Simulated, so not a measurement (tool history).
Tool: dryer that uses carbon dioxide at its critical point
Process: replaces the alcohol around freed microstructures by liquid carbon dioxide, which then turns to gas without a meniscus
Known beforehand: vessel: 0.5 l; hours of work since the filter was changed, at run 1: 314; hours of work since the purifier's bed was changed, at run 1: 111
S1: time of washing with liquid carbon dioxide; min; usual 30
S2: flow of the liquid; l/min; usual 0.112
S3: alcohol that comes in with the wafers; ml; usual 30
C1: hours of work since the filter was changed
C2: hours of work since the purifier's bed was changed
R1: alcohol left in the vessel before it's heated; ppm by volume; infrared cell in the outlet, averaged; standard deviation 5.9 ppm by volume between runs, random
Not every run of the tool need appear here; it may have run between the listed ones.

run,hour,S1,S2,S3,C1,C2,R1
1,0.0,30,0.112,30,314,111,527
2,9.9,30,0.112,30,320,117,533
3,20.9,30,0.112,30,327,123,525
4,27.1,30,0.112,35,331,127,643
5,31.9,30,0.112,35,334,130,627
6,39.9,45,0.112,30,339,135,76
7,48.4,45,0.112,30,344,140,81
8,59.2,45,0.112,30,351,147,88
# hour 63.2: inlet filter changed
9,71.2,31,0.112,30,5,154,207
10,75.7,32,0.156,108,8,157,75
11,85.0,21,0.100,20,14,162,1247
12,89.5,47,0.092,80,16,165,162
13,94.3,47,0.092,80,19,168,163
14,104.3,25,0.112,30,25,174,597
15,110.7,25,0.112,30,29,178,597
16,118.0,25,0.112,30,34,183,627
17,127.0,34,0.156,87,39,188,55

Here are 4 independent what-if runs from the current tool condition. What would each one return?
A,131.7,30,0.119,30,42,191,?
B,131.7,20,0.089,56,42,191,?
C,131.7,28,0.156,87,42,191,?
D,131.7,34,0.156,38,42,191,?

run,R1
A,201
B,6488
C,147
D,52
Take away the tool's hidden state, keep each run's random variation, and the runs would have read:
run,R1
A,151
B,6039
C,101
D,23

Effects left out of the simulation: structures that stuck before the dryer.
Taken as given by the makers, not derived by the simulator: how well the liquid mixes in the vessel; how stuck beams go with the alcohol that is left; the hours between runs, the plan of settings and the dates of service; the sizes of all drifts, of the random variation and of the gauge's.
